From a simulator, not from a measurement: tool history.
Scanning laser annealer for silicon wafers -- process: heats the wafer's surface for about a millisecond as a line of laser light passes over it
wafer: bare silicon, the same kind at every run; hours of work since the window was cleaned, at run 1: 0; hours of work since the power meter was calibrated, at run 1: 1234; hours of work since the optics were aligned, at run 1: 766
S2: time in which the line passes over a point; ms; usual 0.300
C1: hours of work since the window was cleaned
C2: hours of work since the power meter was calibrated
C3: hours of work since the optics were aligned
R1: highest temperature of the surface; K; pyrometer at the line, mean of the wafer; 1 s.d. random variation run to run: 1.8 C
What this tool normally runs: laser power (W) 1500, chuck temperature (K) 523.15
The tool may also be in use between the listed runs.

run 1 hour=0.0 | laser_power_(W)=1500 S2=0.300 chuck_temperature_(K)=523.15 | C1=0 C2=1234 C3=766 | R1=1270.15
run 2 hour=28.7 | laser_power_(W)=1311 S2=0.300 chuck_temperature_(K)=523.15 | C1=23 C2=1257 C3=789 | R1=1171.15
run 3 hour=59.0 | laser_power_(W)=1500 S2=0.300 chuck_temperature_(K)=523.15 | C1=47 C2=1281 C3=813 | R1=1270.15
run 4 hour=98.0 | laser_power_(W)=1500 S2=0.300 chuck_temperature_(K)=523.15 | C1=78 C2=1312 C3=844 | R1=1268.15
run 5 hour=123.0 | laser_power_(W)=1425 S2=0.300 chuck_temperature_(K)=523.15 | C1=98 C2=1332 C3=864 | R1=1227.15
run 6 hour=153.8 | laser_power_(W)=1597 S2=0.300 chuck_temperature_(K)=523.15 | C1=123 C2=1357 C3=888 | R1=1312.15
run 7 hour=182.1 | laser_power_(W)=1597 S2=0.300 chuck_temperature_(K)=523.15 | C1=145 C2=1379 C3=911 | R1=1314.15
-- hour=188.4 laser's power meter calibrated
run 8 hour=215.8 | laser_power_(W)=1524 S2=0.246 chuck_temperature_(K)=499.15 | C1=170 C2=22 C3=935 | R1=1179.15
run 9 hour=242.2 | laser_power_(W)=1524 S2=0.246 chuck_temperature_(K)=499.15 | C1=191 C2=43 C3=956 | R1=1177.15
run 10 hour=271.3 | laser_power_(W)=1524 S2=0.246 chuck_temperature_(K)=499.15 | C1=214 C2=66 C3=979 | R1=1179.15
run 11 hour=308.0 | laser_power_(W)=1524 S2=0.246 chuck_temperature_(K)=499.15 | C1=243 C2=95 C3=1009 | R1=1175.15
run 12 hour=334.7 | laser_power_(W)=1593 S2=0.353 chuck_temperature_(K)=558.15 | C1=264 C2=117 C3=1030 | R1=1401.15
run 13 hour=357.2 | laser_power_(W)=1500 S2=0.321 chuck_temperature_(K)=516.15 | C1=282 C2=134 C3=1048 | R1=1269.15
-- hour=369.7 laser's power meter calibrated, once more
run 14 hour=388.3 | laser_power_(W)=1500 S2=0.286 chuck_temperature_(K)=530.15 | C1=305 C2=15 C3=1070 | R1=1250.15

4 options for the next run, each taken on its own from the tool as it stands now. Forecast them:
run A hour=407.2 | laser_power_(W)=1500 S2=0.286 chuck_temperature_(K)=556.15 | C1=320 C2=30 C3=1085 | R1=?
run B hour=407.2 | laser_power_(W)=1317 S2=0.235 chuck_temperature_(K)=549.15 | C1=320 C2=30 C3=1085 | R1=?
run C hour=407.2 | laser_power_(W)=1500 S2=0.268 chuck_temperature_(K)=530.15 | C1=320 C2=30 C3=1085 | R1=?
run D hour=407.2 | laser_power_(W)=1500 S2=0.300 chuck_temperature_(K)=535.15 | C1=320 C2=30 C3=1085 | R1=?

run=A R1=1276.15
run=B R1=1125.15
run=C R1=1230.15
run=D R1=1270.15
Without the tool's hidden state the same runs would have given:
run=A R1=1303.15
run=B R1=1146.15
run=C R1=1257.15
run=D R1=1298.15
